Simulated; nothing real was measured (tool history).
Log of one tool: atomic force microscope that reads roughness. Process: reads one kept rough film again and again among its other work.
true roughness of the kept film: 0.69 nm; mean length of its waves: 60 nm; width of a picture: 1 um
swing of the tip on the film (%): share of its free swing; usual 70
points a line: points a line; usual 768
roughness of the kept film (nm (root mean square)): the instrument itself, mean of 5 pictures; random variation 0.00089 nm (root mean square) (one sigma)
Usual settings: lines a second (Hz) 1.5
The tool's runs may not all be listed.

| run | hour | lines a second (Hz) | swing of the tip on the film (%) | points a line | roughness of the kept film (nm (root mean square)) |
|---|---|---|---|---|---|
| 1 | 0 | 1.5 | 70 | 768 | 0.6458 |
|  | 9.9 | new tip fitted |
| 2 | 11.5 | 1.5 | 70 | 768 | 0.6452 |
| 3 | 20.7 | 1.5 | 79 | 768 | 0.6217 |
| 4 | 35 | 1.5 | 56 | 768 | 0.6684 |
| 5 | 42.3 | 2.07 | 70 | 768 | 0.6277 |
|  | 44.7 | new tip fitted |
| 6 | 57.6 | 1.5 | 78 | 768 | 0.6246 |
| 7 | 73.3 | 1.5 | 78 | 768 | 0.623 |
|  | 80.5 | new tip fitted |
| 8 | 81.9 | 1.5 | 70 | 768 | 0.6447 |
| 9 | 91 | 1.5 | 70 | 536 | 0.6436 |
| 10 | 98.4 | 1.5 | 70 | 536 | 0.6444 |
| 11 | 106.2 | 1.5 | 78 | 768 | 0.6238 |
|  | 115.6 | new tip fitted |
| 12 | 118.4 | 1.5 | 78 | 768 | 0.6227 |
| 13 | 133.7 | 0.77 | 70 | 768 | 0.6651 |
| 14 | 149.1 | 0.77 | 70 | 768 | 0.6656 |
|  | 150.9 | new tip fitted |
| 15 | 163.5 | 1.5 | 59 | 768 | 0.6645 |
| 16 | 173.2 | 1.5 | 59 | 768 | 0.6638 |
| 17 | 183.6 | 1.5 | 59 | 768 | 0.6658 |
|  | 186.4 | new tip fitted |
| 18 | 198 | 1.5 | 59 | 768 | 0.665 |
| 19 | 205.5 | 1.5 | 59 | 768 | 0.6656 |
| 20 | 214.2 | 1.5 | 59 | 768 | 0.6646 |
|  | 221.2 | new tip fitted |
| 21 | 224.8 | 1.5 | 59 | 768 | 0.6653 |
| 22 | 235.2 | 1.5 | 59 | 768 | 0.6657 |
| 23 | 250.3 | 0.52 | 70 | 768 | 0.6717 |
|  | 256.4 | new tip fitted |
| 24 | 263.9 | 1.5 | 70 | 768 | 0.6465 |
| 25 | 279.7 | 1.5 | 70 | 768 | 0.6449 |
|  | 292 | new tip fitted |
| 26 | 296.1 | 1.5 | 70 | 768 | 0.6438 |
| 27 | 305.4 | 1.5 | 70 | 355 | 0.6429 |
| 28 | 320.3 | 1.5 | 66 | 768 | 0.652 |
|  | 327 | new tip fitted |
| 29 | 327.7 | 3.03 | 70 | 889 | 0.6061 |
| 30 | 335.2 | 3.03 | 70 | 889 | 0.6066 |
| 31 | 345.5 | 3.03 | 70 | 889 | 0.6079 |
| 32 | 354 | 3.03 | 70 | 536 | 0.6068 |
|  | 362 | new tip fitted |
| 33 | 370.3 | 1.56 | 64 | 768 | 0.656 |
| 34 | 382.5 | 1.3 | 70 | 366 | 0.6495 |
|  | 396.8 | new tip fitted |
| 35 | 398.6 | 3.2 | 68 | 768 | 0.6124 |
| 36 | 406.8 | 3.49 | 82 | 405 | 0.5331 |
| 37 | 418.2 | 2.37 | 62 | 448 | 0.6445 |
| 38 | 429.9 | 0.83 | 70 | 322 | 0.6616 |
|  | 431.8 | new tip fitted |
| 39 | 445 | 0.83 | 70 | 322 | 0.6615 |
| 40 | 456.2 | 1.27 | 71 | 768 | 0.6492 |
|  | 466.8 | new tip fitted |
| 41 | 471.6 | 0.73 | 70 | 311 | 0.6629 |
| 42 | 483.9 | 0.73 | 70 | 311 | 0.6644 |
| 43 | 497.5 | 1.5 | 79 | 397 | 0.6215 |
|  | 502.2 | new tip fitted |
| 44 | 505.5 | 1.3 | 70 | 298 | 0.6479 |
| 45 | 513.1 | 0.76 | 70 | 282 | 0.663 |
| 46 | 524.7 | 1.5 | 70 | 917 | 0.6453 |
| 47 | 534.5 | 1.5 | 70 | 531 | 0.6446 |
|  | 537.4 | new tip fitted |
| 48 | 541.8 | 1.5 | 70 | 531 | 0.6447 |
| 49 | 549.7 | 1.5 | 57 | 857 | 0.6661 |
| 50 | 556.6 | 1.27 | 58 | 264 | 0.6657 |
| 51 | 568.1 | 1.27 | 58 | 264 | 0.6667 |
|  | 572.8 | new tip fitted |
| 52 | 583.8 | 1.5 | 56 | 770 | 0.6694 |
| 53 | 594.4 | 1.5 | 56 | 801 | 0.6695 |

Forecast each of these 3 alternatives for the next run:
|  | 607.7 | new tip fitted |
| A | 607.7 | 1.5 | 70 | 496 | ? |
|  | 607.7 | new tip fitted |
| B | 607.7 | 0.89 | 66 | 753 | ? |
|  | 607.7 | new tip fitted |
| C | 607.7 | 2.76 | 56 | 801 | ? |

| run | roughness of the kept film (nm (root mean square)) |
|---|---|
| A | 0.6444 |
| B | 0.6676 |
| C | 0.6548 |
Without the tool's hidden state the same runs would have given:
| run | roughness of the kept film (nm (root mean square)) |
|---|---|
| A | 0.6442 |
| B | 0.6674 |
| C | 0.6545 |
